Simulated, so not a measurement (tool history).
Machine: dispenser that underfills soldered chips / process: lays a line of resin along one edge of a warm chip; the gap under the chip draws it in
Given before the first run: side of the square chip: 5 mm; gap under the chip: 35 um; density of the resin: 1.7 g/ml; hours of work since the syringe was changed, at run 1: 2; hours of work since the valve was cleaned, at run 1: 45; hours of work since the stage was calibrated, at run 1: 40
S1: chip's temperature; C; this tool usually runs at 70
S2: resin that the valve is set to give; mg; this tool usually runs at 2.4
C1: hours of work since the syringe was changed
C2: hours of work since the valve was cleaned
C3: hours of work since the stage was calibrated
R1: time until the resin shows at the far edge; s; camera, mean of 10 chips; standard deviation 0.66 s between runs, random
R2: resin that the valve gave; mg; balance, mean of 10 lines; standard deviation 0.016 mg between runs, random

{"run": 1, "hour": 0.0, "S1": 70, "S2": 2.4, "C1": 2, "C2": 45, "C3": 40, "R1": 65.7, "R2": 2.31}
{"run": 2, "hour": 2.4, "S1": 76, "S2": 2.4, "C1": 4, "C2": 47, "C3": 42, "R1": 55, "R2": 2.34}
{"run": 3, "hour": 7.0, "S1": 76, "S2": 2.4, "C1": 7, "C2": 50, "C3": 45, "R1": 65.5, "R2": 2.34}
{"run": 4, "hour": 9.3, "S1": 68, "S2": 2.4, "C1": 9, "C2": 52, "C3": 47, "R1": 102.8, "R2": 2.28}
{"hour": 10.8, "done": "new syringe of resin"}
{"run": 5, "hour": 12.6, "S1": 68, "S2": 2.4, "C1": 1, "C2": 54, "C3": 49, "R1": 70.3, "R2": 2.33}
{"run": 6, "hour": 16.8, "S1": 68, "S2": 2.4, "C1": 4, "C2": 57, "C3": 53, "R1": 86.6, "R2": 2.32}
{"run": 7, "hour": 19.1, "S1": 68, "S2": 2.4, "C1": 6, "C2": 59, "C3": 54, "R1": 92.2, "R2": 2.31}
{"run": 8, "hour": 22.6, "S1": 70, "S2": 2.4, "C1": 9, "C2": 62, "C3": 57, "R1": 96.6, "R2": 2.3}
{"hour": 24.4, "done": "new syringe of resin"}
{"run": 9, "hour": 26.0, "S1": 70, "S2": 2.4, "C1": 1, "C2": 64, "C3": 59, "R1": 62, "R2": 2.33}
{"hour": 27.8, "done": "dispensing valve cleaned and set on the balance"}
{"run": 10, "hour": 30.8, "S1": 70, "S2": 2.89, "C1": 4, "C2": 2, "C3": 62, "R1": 71.9, "R2": 2.87}
{"run": 11, "hour": 34.6, "S1": 70, "S2": 2.59, "C1": 7, "C2": 5, "C3": 65, "R1": 86.1, "R2": 2.59}
{"run": 12, "hour": 37.1, "S1": 74, "S2": 2.4, "C1": 9, "C2": 7, "C3": 67, "R1": 79.6, "R2": 2.39}
{"hour": 38.9, "done": "new syringe of resin"}
{"run": 13, "hour": 40.3, "S1": 74, "S2": 2.32, "C1": 1, "C2": 9, "C3": 69, "R1": 54.9, "R2": 2.31}
{"run": 14, "hour": 43.1, "S1": 74, "S2": 2.32, "C1": 3, "C2": 11, "C3": 71, "R1": 60, "R2": 2.3}
{"run": 15, "hour": 47.0, "S1": 64, "S2": 2.17, "C1": 6, "C2": 14, "C3": 74, "R1": 113.1, "R2": 2.15}
{"run": 16, "hour": 50.5, "S1": 64, "S2": 2.17, "C1": 9, "C2": 17, "C3": 76, "R1": 130.4, "R2": 2.16}
{"hour": 52.2, "done": "new syringe of resin"}
{"run": 17, "hour": 53.1, "S1": 82, "S2": 2.4, "C1": 1, "C2": 18, "C3": 78, "R1": 35.8, "R2": 2.37}
{"run": 18, "hour": 57.9, "S1": 82, "S2": 2.4, "C1": 4, "C2": 22, "C3": 82, "R1": 44, "R2": 2.35}
{"run": 19, "hour": 62.1, "S1": 82, "S2": 2.4, "C1": 7, "C2": 25, "C3": 85, "R1": 52, "R2": 2.37}

Estimate the outcome of run 20 from the log above:
{"hour": 65.7, "done": "new syringe of resin"}
{"run": 20, "hour": 67.3, "S1": 76, "S2": 2.47, "C1": 1, "C2": 29, "C3": 88, "R1": "?", "R2": "?"}

R1: 48.8 s
R2: 2.42 mg
With the hidden condition absent and the run-to-run variation left alone, this run would have shown R1 44.9 s, R2 2.46 mg.
